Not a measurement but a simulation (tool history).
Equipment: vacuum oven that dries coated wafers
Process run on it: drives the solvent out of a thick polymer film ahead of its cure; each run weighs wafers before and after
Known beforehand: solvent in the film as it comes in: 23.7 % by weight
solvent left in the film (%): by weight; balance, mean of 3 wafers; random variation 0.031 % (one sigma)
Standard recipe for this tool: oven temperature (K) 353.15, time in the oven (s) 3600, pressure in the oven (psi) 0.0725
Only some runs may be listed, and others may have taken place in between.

| run | hour | oven temperature (K) | time in the oven (s) | pressure in the oven (psi) | solvent left in the film (%) |
|---|---|---|---|---|---|
| 1 | 0 | 353.15 | 3600 | 0.0725 | 2.59 |
| 2 | 16.8 | 353.15 | 3600 | 0.0725 | 2.6 |
| 3 | 38.2 | 353.15 | 3600 | 0.2844 | 3.87 |
| 4 | 67.1 | 353.15 | 3600 | 0.0725 | 2.55 |
| 5 | 83 | 353.15 | 3600 | 0.0725 | 2.58 |
| 6 | 107.3 | 353.15 | 3600 | 0.0725 | 2.63 |
| 7 | 141.7 | 353.15 | 3600 | 0.0725 | 2.64 |
| 8 | 165 | 347.15 | 3600 | 0.0725 | 4.11 |
| 9 | 184.2 | 347.15 | 3600 | 0.0725 | 4.01 |
| 10 | 220.5 | 347.15 | 3600 | 0.0725 | 4.06 |
| 11 | 260.1 | 353.15 | 3600 | 0.2574 | 3.71 |
| 12 | 292.8 | 353.15 | 3600 | 0.2574 | 3.68 |

Run 13 has not been measured yet. What should we expect?
| 13 | 331.2 | 340.15 | 3300 | 0.1594 | ? |

{"run 13": {"solvent left in the film (%)": 7.46}}
Without the tool's hidden state the same run would have given solvent left in the film (%) 7.47.
